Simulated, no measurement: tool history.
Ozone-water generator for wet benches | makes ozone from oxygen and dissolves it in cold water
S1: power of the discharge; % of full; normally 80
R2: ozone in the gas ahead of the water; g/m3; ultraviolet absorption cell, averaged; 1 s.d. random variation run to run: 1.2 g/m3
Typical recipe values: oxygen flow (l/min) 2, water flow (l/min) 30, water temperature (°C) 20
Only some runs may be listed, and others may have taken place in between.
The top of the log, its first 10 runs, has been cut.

run 11 hour=1332.7 | S1=80 oxygen_flow_(l/min)=2 water_flow_(l/min)=30 water_temperature_(°C)=20 | dissolved_ozone_(ppm)=9.5 R2=211.3
run 12 hour=1520.7 | S1=80 oxygen_flow_(l/min)=2 water_flow_(l/min)=30 water_temperature_(°C)=20 | dissolved_ozone_(ppm)=9.4 R2=211.9
run 13 hour=1647.4 | S1=80 oxygen_flow_(l/min)=2 water_flow_(l/min)=30 water_temperature_(°C)=20 | dissolved_ozone_(ppm)=9.6 R2=209.6
-- hour=1719.9 water thermometer calibrated
run 14 hour=1823.7 | S1=53 oxygen_flow_(l/min)=2 water_flow_(l/min)=30 water_temperature_(°C)=20 | dissolved_ozone_(ppm)=6.8 R2=148.5
run 15 hour=2010.2 | S1=53 oxygen_flow_(l/min)=2 water_flow_(l/min)=30 water_temperature_(°C)=20 | dissolved_ozone_(ppm)=6.5 R2=150.3
run 16 hour=2186.1 | S1=53 oxygen_flow_(l/min)=2 water_flow_(l/min)=30 water_temperature_(°C)=25 | dissolved_ozone_(ppm)=6.3 R2=148.6
run 17 hour=2357.2 | S1=80 oxygen_flow_(l/min)=2 water_flow_(l/min)=30 water_temperature_(°C)=20 | dissolved_ozone_(ppm)=9.4 R2=210.7
run 18 hour=2498.5 | S1=52 oxygen_flow_(l/min)=1.55 water_flow_(l/min)=35 water_temperature_(°C)=22 | dissolved_ozone_(ppm)=5 R2=169.7
run 19 hour=2681 | S1=52 oxygen_flow_(l/min)=1.55 water_flow_(l/min)=35 water_temperature_(°C)=22 | dissolved_ozone_(ppm)=5.2 R2=168.1
run 20 hour=2783.4 | S1=71 oxygen_flow_(l/min)=2 water_flow_(l/min)=30 water_temperature_(°C)=23 | dissolved_ozone_(ppm)=8.4 R2=188.8
run 21 hour=2906.2 | S1=94 oxygen_flow_(l/min)=1.65 water_flow_(l/min)=26 water_temperature_(°C)=14 | dissolved_ozone_(ppm)=12.1 R2=265
run 22 hour=3058.2 | S1=94 oxygen_flow_(l/min)=1.65 water_flow_(l/min)=26 water_temperature_(°C)=14 | dissolved_ozone_(ppm)=12 R2=265.6
run 23 hour=3203.5 | S1=93 oxygen_flow_(l/min)=1.92 water_flow_(l/min)=30 water_temperature_(°C)=16 | dissolved_ozone_(ppm)=10.7 R2=240.4
run 24 hour=3307.2 | S1=56 oxygen_flow_(l/min)=2 water_flow_(l/min)=30 water_temperature_(°C)=20 | dissolved_ozone_(ppm)=6.9 R2=155.5
run 25 hour=3418.5 | S1=46 oxygen_flow_(l/min)=2 water_flow_(l/min)=21 water_temperature_(°C)=23 | dissolved_ozone_(ppm)=7.9 R2=130.8
-- hour=3463.6 contactor cleaned
run 26 hour=3543 | S1=46 oxygen_flow_(l/min)=2 water_flow_(l/min)=21 water_temperature_(°C)=23 | dissolved_ozone_(ppm)=8 R2=131.6
run 27 hour=3713.3 | S1=80 oxygen_flow_(l/min)=2 water_flow_(l/min)=43 water_temperature_(°C)=20 | dissolved_ozone_(ppm)=6.4 R2=207.1
run 28 hour=3902.7 | S1=80 oxygen_flow_(l/min)=1.21 water_flow_(l/min)=24 water_temperature_(°C)=16 | dissolved_ozone_(ppm)=10.1 R2=276.4
run 29 hour=3997.3 | S1=80 oxygen_flow_(l/min)=1.21 water_flow_(l/min)=24 water_temperature_(°C)=16 | dissolved_ozone_(ppm)=10.3 R2=272.7
run 30 hour=4186.9 | S1=80 oxygen_flow_(l/min)=2.08 water_flow_(l/min)=24 water_temperature_(°C)=15 | dissolved_ozone_(ppm)=12 R2=200
run 31 hour=4289.1 | S1=80 oxygen_flow_(l/min)=2.08 water_flow_(l/min)=24 water_temperature_(°C)=15 | dissolved_ozone_(ppm)=11.9 R2=200.4
run 32 hour=4448.9 | S1=54 oxygen_flow_(l/min)=1.16 water_flow_(l/min)=30 water_temperature_(°C)=20 | dissolved_ozone_(ppm)=5.6 R2=203.5
run 33 hour=4568.8 | S1=87 oxygen_flow_(l/min)=1.43 water_flow_(l/min)=28 water_temperature_(°C)=25 | dissolved_ozone_(ppm)=9.4 R2=268.7

Each row is a separate what-if for the run after 33, all from the same tool condition, not one after another. Results?
run A hour=4672.6 | S1=80 oxygen_flow_(l/min)=2 water_flow_(l/min)=23 water_temperature_(°C)=20 | dissolved_ozone_(ppm)=? R2=?
run B hour=4672.6 | S1=80 oxygen_flow_(l/min)=2 water_flow_(l/min)=45 water_temperature_(°C)=20 | dissolved_ozone_(ppm)=? R2=?
run C hour=4672.6 | S1=87 oxygen_flow_(l/min)=1.43 water_flow_(l/min)=28 water_temperature_(°C)=20 | dissolved_ozone_(ppm)=? R2=?
run D hour=4672.6 | S1=60 oxygen_flow_(l/min)=2 water_flow_(l/min)=30 water_temperature_(°C)=20 | dissolved_ozone_(ppm)=? R2=?

run=A dissolved_ozone_(ppm)=11.7 R2=205
run=B dissolved_ozone_(ppm)=6.1 R2=201.4
run=C dissolved_ozone_(ppm)=9.6 R2=266.4
run=D dissolved_ozone_(ppm)=7.3 R2=160.3
Take away the tool's hidden state, keep each run's random variation, and the runs would have read:
run=A dissolved_ozone_(ppm)=12.8 R2=221.5
run=B dissolved_ozone_(ppm)=6.7 R2=217.6
run=C dissolved_ozone_(ppm)=10.6 R2=289.2
run=D dissolved_ozone_(ppm)=7.9 R2=170.3

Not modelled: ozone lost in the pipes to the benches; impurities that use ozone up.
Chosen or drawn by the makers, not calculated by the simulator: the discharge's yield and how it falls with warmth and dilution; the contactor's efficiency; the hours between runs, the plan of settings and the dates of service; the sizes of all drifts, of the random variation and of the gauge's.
